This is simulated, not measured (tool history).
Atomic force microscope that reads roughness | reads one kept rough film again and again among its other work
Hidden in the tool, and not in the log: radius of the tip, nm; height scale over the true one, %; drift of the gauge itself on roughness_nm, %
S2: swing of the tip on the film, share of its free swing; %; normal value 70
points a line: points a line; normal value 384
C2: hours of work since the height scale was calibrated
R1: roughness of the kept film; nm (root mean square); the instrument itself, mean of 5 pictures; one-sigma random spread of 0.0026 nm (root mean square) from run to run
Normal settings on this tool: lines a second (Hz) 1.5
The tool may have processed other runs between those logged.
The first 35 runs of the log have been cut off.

{"run": 36, "day": 10.283, "lines a second (Hz)": 0.94, "S2": 65, "points a line": 739, "pictures with this tip": 224, "C2": 289, "R1": 0.896}
{"day": 10.4, "done": "new tip fitted"}
{"run": 37, "day": 10.65, "lines a second (Hz)": 1.5, "S2": 85, "points a line": 581, "pictures with this tip": 15, "C2": 295, "R1": 0.867}
{"run": 38, "day": 10.892, "lines a second (Hz)": 3.6, "S2": 85, "points a line": 581, "pictures with this tip": 28, "C2": 299, "R1": 0.793}
{"run": 39, "day": 11.154, "lines a second (Hz)": 2.68, "S2": 77, "points a line": 820, "pictures with this tip": 43, "C2": 304, "R1": 0.854}
{"run": 40, "day": 11.488, "lines a second (Hz)": 0.67, "S2": 87, "points a line": 849, "pictures with this tip": 62, "C2": 310, "R1": 0.894}
{"run": 41, "day": 11.875, "lines a second (Hz)": 2.27, "S2": 87, "points a line": 383, "pictures with this tip": 84, "C2": 316, "R1": 0.826}
{"run": 42, "day": 12.208, "lines a second (Hz)": 0.53, "S2": 79, "points a line": 712, "pictures with this tip": 103, "C2": 322, "R1": 0.904}
{"run": 43, "day": 12.617, "lines a second (Hz)": 0.53, "S2": 79, "points a line": 712, "pictures with this tip": 127, "C2": 329, "R1": 0.901}
{"run": 44, "day": 12.8, "lines a second (Hz)": 0.53, "S2": 79, "points a line": 712, "pictures with this tip": 137, "C2": 333, "R1": 0.906}
{"run": 45, "day": 13.079, "lines a second (Hz)": 1.5, "S2": 70, "points a line": 874, "pictures with this tip": 153, "C2": 337, "R1": 0.885}
{"run": 46, "day": 13.346, "lines a second (Hz)": 0.85, "S2": 74, "points a line": 874, "pictures with this tip": 168, "C2": 342, "R1": 0.897}
{"run": 47, "day": 13.608, "lines a second (Hz)": 0.51, "S2": 80, "points a line": 712, "pictures with this tip": 183, "C2": 347, "R1": 0.901}
{"run": 48, "day": 13.792, "lines a second (Hz)": 0.51, "S2": 66, "points a line": 416, "pictures with this tip": 193, "C2": 350, "R1": 0.903}
{"run": 49, "day": 14.188, "lines a second (Hz)": 0.51, "S2": 66, "points a line": 416, "pictures with this tip": 216, "C2": 357, "R1": 0.906}

3 options for the next run, each taken on its own from the tool as it stands now. Forecast them:
{"day": 14.454, "done": "new tip fitted"}
{"run": "A", "day": 14.508, "lines a second (Hz)": 1.5, "S2": 65, "points a line": 306, "pictures with this tip": 3, "C2": 362, "R1": "?"}
{"day": 14.454, "done": "new tip fitted"}
{"run": "B", "day": 14.508, "lines a second (Hz)": 1.5, "S2": 58, "points a line": 384, "pictures with this tip": 3, "C2": 362, "R1": "?"}
{"day": 14.454, "done": "new tip fitted"}
{"run": "C", "day": 14.508, "lines a second (Hz)": 0.51, "S2": 66, "points a line": 303, "pictures with this tip": 3, "C2": 362, "R1": "?"}

run=A R1=0.906
run=B R1=0.914
run=C R1=0.924
Take away the tool's hidden state, keep each run's random variation, and the runs would have read:
run=A R1=0.904
run=B R1=0.912
run=C R1=0.922

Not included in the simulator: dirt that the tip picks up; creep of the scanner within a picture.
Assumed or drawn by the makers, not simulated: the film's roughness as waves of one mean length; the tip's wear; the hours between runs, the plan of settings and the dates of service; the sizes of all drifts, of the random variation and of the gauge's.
